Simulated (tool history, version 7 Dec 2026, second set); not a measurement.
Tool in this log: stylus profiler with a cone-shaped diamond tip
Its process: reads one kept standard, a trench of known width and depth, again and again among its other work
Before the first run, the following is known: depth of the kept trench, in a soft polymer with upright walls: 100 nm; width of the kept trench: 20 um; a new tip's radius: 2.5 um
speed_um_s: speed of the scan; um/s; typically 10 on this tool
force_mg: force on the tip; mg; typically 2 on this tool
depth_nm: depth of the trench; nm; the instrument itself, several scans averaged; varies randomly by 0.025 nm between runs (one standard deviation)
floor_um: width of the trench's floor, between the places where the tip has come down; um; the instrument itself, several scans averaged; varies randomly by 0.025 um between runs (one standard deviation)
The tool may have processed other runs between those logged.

run    hour  speed_um_s  force_mg  depth_nm  floor_um
  1       0          10         2    101.24     18.57
  2    70.6          10         2    101.29      18.5
  3   202.9          10      2.01    101.24     18.57
  4   283.9          10      5.87    102.57      18.6
  5   386.6          10      2.29    101.34     18.55
  6   532.3          10         2    101.28     18.56
  7   666.9          10         2    101.23     18.56
  8   770.6          10      3.01    101.61      18.5
      827.9  -- height scale calibrated on a step standard
  9   868.6          12         2    101.23     18.51
 10  1000.1          12      5.19    102.42     18.55
 11  1139.4          33         2    101.26     18.41
 12  1265.1          10         2    101.29     18.51
 13  1369.9          10         2    101.25     18.52
 14  1439.8          10         2    101.25     18.56
 15  1566.5          10         2    101.23     18.59
 16  1679.6          10         2    101.22     18.51
 17  1744.3          10         2    101.24     18.56
 18  1890.2           8         2    101.23     18.52
 19  1989.5           8         2    101.21     18.51
 20    2111           8         2    101.23     18.57
     2156.1  -- height scale calibrated on a step standard
 21  2195.6           8         2    101.26     18.53
 22  2330.2          34         2    101.27     18.48
     2421.9  -- new tip fitted, height scale calibrated
 23  2473.6          10         2    101.24     18.58
 24  2571.8          10         2    101.26     18.58
 25    2716          10         2    101.27     18.54

For run 26, what comes out?
 26  2845.6           2         2         ?         ?

Run 26 yielded depth_nm 101.25 nm, floor_um 18.58 um.
Were there no unlogged condition in the tool, this run, its random variation unchanged, would have produced depth_nm 101.25 nm, floor_um 18.58 um.

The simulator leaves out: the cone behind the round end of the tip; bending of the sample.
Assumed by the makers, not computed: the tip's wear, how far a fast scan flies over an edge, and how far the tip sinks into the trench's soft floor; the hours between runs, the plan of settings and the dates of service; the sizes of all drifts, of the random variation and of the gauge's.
